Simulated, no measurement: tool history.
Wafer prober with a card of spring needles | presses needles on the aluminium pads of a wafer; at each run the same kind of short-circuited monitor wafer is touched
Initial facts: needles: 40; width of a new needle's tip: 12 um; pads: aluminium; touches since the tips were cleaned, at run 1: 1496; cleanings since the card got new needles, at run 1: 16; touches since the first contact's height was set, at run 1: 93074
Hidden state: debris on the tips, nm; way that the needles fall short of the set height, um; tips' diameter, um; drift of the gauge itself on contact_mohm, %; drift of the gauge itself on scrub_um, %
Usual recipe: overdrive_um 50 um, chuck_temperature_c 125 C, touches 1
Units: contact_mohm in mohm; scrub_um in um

run	hour	overdrive_um	chuck_temperature_c	touches	touches since the tips were cleaned	cleanings since the card got new needles	touches since the first contact's height was set	contact_mohm	scrub_um
1	0	50	125	1	1496	16	93074	450	13
# hour 7.2: tips cleaned on abrasive film
# hour 18.6: tips cleaned on abrasive film
2	22.4	50	98	1	2111	18	105509	471	12.92
# hour 28.3: tips cleaned on abrasive film
# hour 39.2: tips cleaned on abrasive film
# hour 49.9: tips cleaned on abrasive film
3	54.2	50	98	1	2388	21	123155	514	12.87
# hour 61.4: tips cleaned on abrasive film
# hour 72.1: tips cleaned on abrasive film
4	73.9	50	98	1	1006	23	134065	428	12.86
# hour 76.5: height of the first contact set anew
# hour 82.1: tips cleaned on abrasive film
# hour 93.8: tips cleaned on abrasive film
5	97	50	98	1	1787	25	11408	482	13.26
# hour 104.6: tips cleaned on abrasive film
# hour 115.6: tips cleaned on abrasive film
# hour 125.6: tips cleaned on abrasive film
6	125.7	50	85	1	72	28	27317	287	13.19
# hour 136.6: tips cleaned on abrasive film
7	144.7	50	85	1	4559	29	37901	532	13.21
# hour 146.5: tips cleaned on abrasive film, once more
# hour 157.1: tips cleaned on abrasive film
# hour 168.1: tips cleaned on abrasive film
8	173.2	50	125	2	2891	32	53710	405	13.14
# hour 179.8: tips cleaned on abrasive film
9	188	50	125	2	4591	33	61924	419	13.12
# hour 190: tips cleaned on abrasive film
# hour 200.6: tips cleaned on abrasive film
# hour 210.8: tips cleaned on abrasive film
10	210.8	50	125	2	0	36	74515	280	13.09
# hour 221.7: tips cleaned on abrasive film
# hour 232.8: tips cleaned on abrasive film
11	234.7	50	125	2	1105	38	87834	357	13.05
# hour 244.4: tips cleaned on abrasive film
12	252.5	50	125	2	4540	39	97721	423	13.03
# hour 254.5: tips cleaned on abrasive film
# hour 264.5: tips cleaned on abrasive film
13	269.3	50	125	2	2683	41	107029	408	13.04
# hour 275.2: tips cleaned on abrasive film
14	283.2	50	125	2	4471	42	114781	430	12.98
# hour 284.9: tips cleaned on abrasive film
# hour 296.8: tips cleaned on abrasive film
# hour 306.8: tips cleaned on abrasive film
15	308.3	50	125	2	857	45	128662	349	12.99
# hour 317.9: tips cleaned on abrasive film
# hour 323: height of the first contact set anew
# hour 328.7: tips cleaned on abrasive film
# hour 338.6: tips cleaned on abrasive film
16	340.4	43	125	2	1048	48	9652	377	11.32
# hour 348.4: tips cleaned on abrasive film
# hour 360: tips cleaned on abrasive film
17	363.9	46	83	2	2197	50	22710	430	12.18
# hour 371.1: tips cleaned on abrasive film
# hour 381.4: tips cleaned on abrasive film
# hour 392.9: tips cleaned on abrasive film
18	394.7	46	83	2	996	53	39796	356	12.13
# hour 404: tips cleaned on abrasive film
19	411	50	74	1	3911	54	48852	552	13.11
# hour 414.1: tips cleaned on abrasive film
# hour 424.4: tips cleaned on abrasive film
20	431.2	50	31	1	3771	56	60053	564	13.12
# hour 434.8: tips cleaned on abrasive film
# hour 444.9: tips cleaned on abrasive film
21	450.4	50	31	1	3085	58	70714	545	13.06
# hour 455.3: tips cleaned on abrasive film
# hour 465.8: tips cleaned on abrasive film
# hour 475.4: tips cleaned on abrasive film
22	478.1	63	101	1	1485	61	86063	370	16.49
# hour 486.8: tips cleaned on abrasive film
23	495.2	31	94	1	4691	62	95580	1030	8
# hour 496.7: tips cleaned on abrasive film
# hour 508.5: tips cleaned on abrasive film
24	511.5	31	94	1	1692	64	104635	827	7.98
# hour 520.4: tips cleaned on abrasive film
# hour 530.7: tips cleaned on abrasive film
25	537.9	31	94	1	4000	66	119275	993	7.92

Alternative continuations, all from the tool just after run 25; predict every row:
# hour 541.4: tips cleaned on abrasive film
# hour 551.1: tips cleaned on abrasive film
# hour 561.5: tips cleaned on abrasive film
A	563.4	31	79	1	1110	69	133449	?	?
# hour 541.4: tips cleaned on abrasive film
# hour 551.1: tips cleaned on abrasive film
# hour 561.5: tips cleaned on abrasive film
B	563.4	31	46	1	1110	69	133449	?	?
# hour 541.4: tips cleaned on abrasive film
# hour 551.1: tips cleaned on abrasive film
# hour 561.5: tips cleaned on abrasive film
C	563.4	34	94	2	1110	69	133449	?	?
# hour 541.4: tips cleaned on abrasive film
# hour 551.1: tips cleaned on abrasive film
# hour 561.5: tips cleaned on abrasive film
D	563.4	50	125	2	1110	69	133449	?	?

run	contact_mohm	scrub_um
A	718	7.9
B	727	7.9
C	493	8.72
D	364	12.97
Take away the tool's hidden state, keep each run's random variation, and the runs would have read:
run	contact_mohm	scrub_um
A	259	8.18
B	247	8.19
C	264	9.01
D	259	13.26

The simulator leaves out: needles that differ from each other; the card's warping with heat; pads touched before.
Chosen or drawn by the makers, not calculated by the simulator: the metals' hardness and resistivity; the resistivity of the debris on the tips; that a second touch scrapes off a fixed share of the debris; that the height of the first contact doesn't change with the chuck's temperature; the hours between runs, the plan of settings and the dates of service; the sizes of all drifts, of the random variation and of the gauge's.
